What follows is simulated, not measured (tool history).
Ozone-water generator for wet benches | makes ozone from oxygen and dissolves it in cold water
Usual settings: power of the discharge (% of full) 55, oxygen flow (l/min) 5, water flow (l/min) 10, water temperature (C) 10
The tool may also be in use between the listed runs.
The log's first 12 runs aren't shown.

run	hour	power of the discharge (% of full)	oxygen flow (l/min)	water flow (l/min)	water temperature (C)	hours of work since the electrodes were changed	hours of work since the contactor was cleaned	hours of work since the thermometer was calibrated	dissolved ozone (ppm)	ozone in the gas ahead of the water (g/m3)
13	663	55	5	10	10	1769	918	170	30.7	175.5
14	710.2	55	5	10	10	1814	963	215	30.2	175.8
15	772.7	55	5	10	10	1874	1023	275	30.5	174.9
16	815.2	55	5	10	12	1915	1064	316	29.2	174.4
17	862.4	55	5	10	13	1960	1109	362	28.4	173.5
18	907.2	90	5.63	12	13	2003	1152	405	39.2	254.4
19	952.9	55	5	12	10	2047	1196	448	26.9	174.7
20	1024.6	55	5	12	10	2116	1265	517	26.7	174.6
21	1079.8	53	6.44	14	16	2169	1318	570	20.4	144.8
22	1138.6	55	6.75	12	16	2225	1374	626	23	148
23	1194.4	46	3.89	6	17	2279	1428	680	31.7	173.7
24	1241.7	55	5	12	11	2324	1473	725	26.4	174
25	1275.2	55	7.28	12	11	2356	1505	758	25.5	138.5
26	1344.6	43	5	10	15	2423	1572	824	22	140
27	1391.4	73	8.23	8	15	2468	1617	869	35.7	168.7
28	1456	73	4.22	15	15	2530	1679	931	27.4	250.4
29	1520.1	81	4.22	15	15	2591	1740	993	30.4	272.7

The next listed run, before its measurement:
30	1577	81	4.22	15	15	2646	1795	1047	?	?

dissolved ozone (ppm): 30.3
ozone in the gas ahead of the water (g/m3): 273.2
Without the tool's hidden state the same run would have given dissolved ozone (ppm) 30.3, ozone in the gas ahead of the water (g/m3) 273.3.

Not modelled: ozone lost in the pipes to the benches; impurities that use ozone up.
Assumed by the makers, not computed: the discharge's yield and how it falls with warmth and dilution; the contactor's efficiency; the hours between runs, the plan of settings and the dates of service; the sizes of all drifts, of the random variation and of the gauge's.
